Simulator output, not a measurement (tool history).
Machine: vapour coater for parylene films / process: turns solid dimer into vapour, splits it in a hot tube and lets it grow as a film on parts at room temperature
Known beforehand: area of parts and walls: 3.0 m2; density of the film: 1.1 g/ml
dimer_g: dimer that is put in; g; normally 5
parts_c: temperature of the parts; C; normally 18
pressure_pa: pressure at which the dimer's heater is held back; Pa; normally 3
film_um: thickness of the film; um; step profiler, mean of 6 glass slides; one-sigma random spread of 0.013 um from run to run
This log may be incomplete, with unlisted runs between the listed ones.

{"run": 1, "day": 0.0, "dimer_g": 5, "parts_c": 18, "pressure_pa": 3, "film_um": 1.2}
{"run": 2, "day": 1.012, "dimer_g": 5, "parts_c": 18, "pressure_pa": 3, "film_um": 1.21}
{"run": 3, "day": 2.112, "dimer_g": 3, "parts_c": 18, "pressure_pa": 3, "film_um": 0.72}
{"run": 4, "day": 3.371, "dimer_g": 5, "parts_c": 18, "pressure_pa": 3, "film_um": 1.2}
{"run": 5, "day": 4.483, "dimer_g": 5, "parts_c": 18, "pressure_pa": 3.4, "film_um": 1.14}
{"run": 6, "day": 6.612, "dimer_g": 5, "parts_c": 18, "pressure_pa": 3.31, "film_um": 1.16}
{"run": 7, "day": 7.904, "dimer_g": 5, "parts_c": 18, "pressure_pa": 3, "film_um": 1.18}
{"run": 8, "day": 9.358, "dimer_g": 5, "parts_c": 18, "pressure_pa": 9.01, "film_um": 0.88}
{"run": 9, "day": 10.942, "dimer_g": 5, "parts_c": 18, "pressure_pa": 9.01, "film_um": 0.88}
{"run": 10, "day": 12.979, "dimer_g": 8, "parts_c": 13, "pressure_pa": 2.4, "film_um": 2.21}
{"day": 13.258, "done": "trap's valve overhauled"}
{"run": 11, "day": 14.292, "dimer_g": 8, "parts_c": 13, "pressure_pa": 3.43, "film_um": 1.91}
{"run": 12, "day": 16.429, "dimer_g": 5, "parts_c": 10, "pressure_pa": 2.53, "film_um": 1.33}
{"run": 13, "day": 18.325, "dimer_g": 3, "parts_c": 22, "pressure_pa": 8.97, "film_um": 0.43}
{"day": 19.9, "done": "trap's valve overhauled, once more"}
{"run": 14, "day": 19.983, "dimer_g": 3, "parts_c": 22, "pressure_pa": 8.97, "film_um": 0.49}
{"run": 15, "day": 21.254, "dimer_g": 3, "parts_c": 22, "pressure_pa": 8.97, "film_um": 0.51}

Consider 4 possible next runs. They are alternatives, not a sequence: every one starts from the tool as it was left by run 15. What does each give?
{"run": "A", "day": 22.883, "dimer_g": 8, "parts_c": 22, "pressure_pa": 8.97, "film_um": "?"}
{"run": "B", "day": 22.883, "dimer_g": 5, "parts_c": 16, "pressure_pa": 6.03, "film_um": "?"}
{"run": "C", "day": 22.883, "dimer_g": 7, "parts_c": 22, "pressure_pa": 3.65, "film_um": "?"}
{"run": "D", "day": 22.883, "dimer_g": 6, "parts_c": 29, "pressure_pa": 3, "film_um": "?"}

run=A film_um=1.3
run=B film_um=1.04
run=C film_um=1.45
run=D film_um=1.06
Without the tool's hidden state the same runs would have given:
run=A film_um=1.3
run=B film_um=1.05
run=C film_um=1.45
run=D film_um=1.07

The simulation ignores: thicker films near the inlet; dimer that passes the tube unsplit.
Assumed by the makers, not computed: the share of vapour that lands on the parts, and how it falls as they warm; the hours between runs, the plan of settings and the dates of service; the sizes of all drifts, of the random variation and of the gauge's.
